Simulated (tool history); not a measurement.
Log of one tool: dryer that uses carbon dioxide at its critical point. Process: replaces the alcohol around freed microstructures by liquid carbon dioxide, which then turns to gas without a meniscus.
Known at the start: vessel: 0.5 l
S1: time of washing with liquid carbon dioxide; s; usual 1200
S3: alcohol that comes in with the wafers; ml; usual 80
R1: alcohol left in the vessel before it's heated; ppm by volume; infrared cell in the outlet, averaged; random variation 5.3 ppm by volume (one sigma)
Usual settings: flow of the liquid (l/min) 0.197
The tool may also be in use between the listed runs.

run 1 hour=0 | S1=1200 flow_of_the_liquid_(l/min)=0.197 S3=80 | R1=189
run 2 hour=52 | S1=1200 flow_of_the_liquid_(l/min)=0.197 S3=61 | R1=183
run 3 hour=113.8 | S1=1200 flow_of_the_liquid_(l/min)=0.197 S3=61 | R1=191
run 4 hour=146.2 | S1=1200 flow_of_the_liquid_(l/min)=0.197 S3=61 | R1=194
-- hour=169.1 inlet filter changed
run 5 hour=179.6 | S1=1200 flow_of_the_liquid_(l/min)=0.197 S3=61 | R1=154
run 6 hour=238.7 | S1=1080 flow_of_the_liquid_(l/min)=0.197 S3=80 | R1=310
run 7 hour=295 | S1=1200 flow_of_the_liquid_(l/min)=0.176 S3=80 | R1=373
run 8 hour=351.9 | S1=1200 flow_of_the_liquid_(l/min)=0.176 S3=80 | R1=386
run 9 hour=401.6 | S1=1020 flow_of_the_liquid_(l/min)=0.207 S3=39 | R1=226
run 10 hour=461.3 | S1=1020 flow_of_the_liquid_(l/min)=0.207 S3=39 | R1=243
run 11 hour=490.6 | S1=1020 flow_of_the_liquid_(l/min)=0.207 S3=39 | R1=251
run 12 hour=543.8 | S1=1560 flow_of_the_liquid_(l/min)=0.197 S3=80 | R1=111
-- hour=554.7 inlet filter changed
run 13 hour=576.8 | S1=1200 flow_of_the_liquid_(l/min)=0.212 S3=39 | R1=123
run 14 hour=606.2 | S1=1200 flow_of_the_liquid_(l/min)=0.212 S3=39 | R1=126

Forecast each of these 5 alternatives for the next run:
run A hour=634 | S1=840 flow_of_the_liquid_(l/min)=0.212 S3=51 | R1=?
run B hour=634 | S1=1800 flow_of_the_liquid_(l/min)=0.21 S3=66 | R1=?
run C hour=634 | S1=1440 flow_of_the_liquid_(l/min)=0.136 S3=39 | R1=?
run D hour=634 | S1=1200 flow_of_the_liquid_(l/min)=0.225 S3=80 | R1=?
run E hour=634 | S1=840 flow_of_the_liquid_(l/min)=0.14 S3=39 | R1=?

run=A R1=569
run=B R1=90
run=C R1=348
run=D R1=139
run=E R1=2521
Without the tool's hidden state the same runs would have given:
run=A R1=443
run=B R1=4
run=C R1=239
run=D R1=47
run=E R1=2300

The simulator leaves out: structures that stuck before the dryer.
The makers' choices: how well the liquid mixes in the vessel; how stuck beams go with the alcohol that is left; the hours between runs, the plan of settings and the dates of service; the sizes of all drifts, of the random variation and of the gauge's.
